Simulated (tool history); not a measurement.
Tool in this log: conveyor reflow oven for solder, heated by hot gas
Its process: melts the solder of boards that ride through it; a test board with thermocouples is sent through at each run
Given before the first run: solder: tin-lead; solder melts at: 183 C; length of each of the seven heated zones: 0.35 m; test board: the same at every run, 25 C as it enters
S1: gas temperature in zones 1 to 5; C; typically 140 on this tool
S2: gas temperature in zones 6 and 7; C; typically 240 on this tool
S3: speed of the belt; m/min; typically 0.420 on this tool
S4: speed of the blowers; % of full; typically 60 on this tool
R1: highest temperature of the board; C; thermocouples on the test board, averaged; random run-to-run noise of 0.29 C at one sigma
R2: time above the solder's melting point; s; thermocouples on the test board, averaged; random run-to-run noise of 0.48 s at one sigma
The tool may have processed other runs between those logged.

{"run": 1, "hour": 0.0, "S1": 140, "S2": 240, "S3": 0.42, "S4": 60, "R1": 220.8, "R2": 81.6}
{"run": 2, "hour": 67.2, "S1": 140, "S2": 240, "S3": 0.42, "S4": 60, "R1": 220.7, "R2": 79.8}
{"hour": 127.7, "done": "thermocouples of zones 6 and 7 changed"}
{"run": 3, "hour": 139.0, "S1": 140, "S2": 240, "S3": 0.42, "S4": 69, "R1": 223.0, "R2": 83.3}
{"hour": 190.7, "done": "belt drive overhauled, speed set with a stopwatch"}
{"run": 4, "hour": 202.8, "S1": 140, "S2": 240, "S3": 0.42, "S4": 69, "R1": 222.9, "R2": 80.3}
{"run": 5, "hour": 274.1, "S1": 140, "S2": 240, "S3": 0.42, "S4": 69, "R1": 221.9, "R2": 80.3}
{"hour": 301.4, "done": "flux residue cleaned out of gas plates and filters"}
{"run": 6, "hour": 356.3, "S1": 140, "S2": 240, "S3": 0.42, "S4": 69, "R1": 220.9, "R2": 78.4}
{"run": 7, "hour": 439.7, "S1": 140, "S2": 240, "S3": 0.42, "S4": 67, "R1": 220.2, "R2": 77.8}
{"run": 8, "hour": 478.3, "S1": 140, "S2": 240, "S3": 0.42, "S4": 67, "R1": 220.5, "R2": 78.4}
{"run": 9, "hour": 540.3, "S1": 140, "S2": 240, "S3": 0.396, "S4": 67, "R1": 221.7, "R2": 84.9}
{"run": 10, "hour": 624.0, "S1": 140, "S2": 240, "S3": 0.396, "S4": 67, "R1": 221.9, "R2": 85.8}
{"hour": 635.0, "done": "flux residue cleaned out of gas plates and filters, once more"}
{"run": 11, "hour": 697.3, "S1": 140, "S2": 240, "S3": 0.396, "S4": 67, "R1": 225.3, "R2": 88.9}
{"run": 12, "hour": 772.9, "S1": 140, "S2": 240, "S3": 0.396, "S4": 67, "R1": 224.9, "R2": 88.6}
{"run": 13, "hour": 812.2, "S1": 140, "S2": 240, "S3": 0.396, "S4": 67, "R1": 225.0, "R2": 89.8}
{"run": 14, "hour": 888.5, "S1": 127, "S2": 240, "S3": 0.396, "S4": 69, "R1": 223.4, "R2": 81.4}
{"run": 15, "hour": 975.7, "S1": 144, "S2": 240, "S3": 0.37, "S4": 57, "R1": 223.9, "R2": 97.6}
{"run": 16, "hour": 1032.1, "S1": 140, "S2": 240, "S3": 0.45, "S4": 51, "R1": 213.3, "R2": 65.4}
{"hour": 1048.8, "done": "thermocouples of zones 6 and 7 changed"}
{"run": 17, "hour": 1084.1, "S1": 141, "S2": 253, "S3": 0.438, "S4": 60, "R1": 229.0, "R2": 84.4}
{"hour": 1106.5, "done": "flux residue cleaned out of gas plates and filters"}
{"run": 18, "hour": 1139.1, "S1": 140, "S2": 233, "S3": 0.366, "S4": 70, "R1": 222.0, "R2": 94.5}
{"run": 19, "hour": 1191.9, "S1": 140, "S2": 249, "S3": 0.42, "S4": 60, "R1": 228.3, "R2": 86.4}
{"run": 20, "hour": 1262.3, "S1": 147, "S2": 249, "S3": 0.422, "S4": 60, "R1": 229.8, "R2": 89.9}
{"run": 21, "hour": 1344.2, "S1": 134, "S2": 252, "S3": 0.428, "S4": 63, "R1": 230.0, "R2": 83.7}
{"run": 22, "hour": 1399.2, "S1": 134, "S2": 252, "S3": 0.428, "S4": 63, "R1": 229.8, "R2": 82.8}

The logged runs with the hidden state left out (each run's random variation unchanged):
Hidden state present: heat that the gas passes to the board, % of a clean oven's; belt's true speed, % of the reading; true gas temperature in zones 6 and 7 over the reading, C; drift of the gauge itself on peak_c, C; drift of the gauge itself on liquid_s, %.
run=1 R1=220.3 R2=79.5
run=2 R1=220.3 R2=77.9
run=3 R1=223.5 R2=82.0
run=4 R1=224.3 R2=81.8
run=5 R1=223.5 R2=81.9
run=6 R1=223.5 R2=81.0
run=7 R1=223.0 R2=80.6
run=8 R1=223.4 R2=81.3
run=9 R1=224.6 R2=87.6
run=10 R1=225.0 R2=88.7
run=11 R1=224.8 R2=87.8
run=12 R1=224.7 R2=87.6
run=13 R1=224.8 R2=88.8
run=14 R1=223.5 R2=80.7
run=15 R1=223.9 R2=96.5
run=16 R1=213.5 R2=64.9
run=17 R1=230.1 R2=84.1
run=18 R1=221.7 R2=92.8
run=19 R1=227.9 R2=84.8
run=20 R1=229.6 R2=88.3
run=21 R1=230.1 R2=82.3
run=22 R1=230.0 R2=81.5
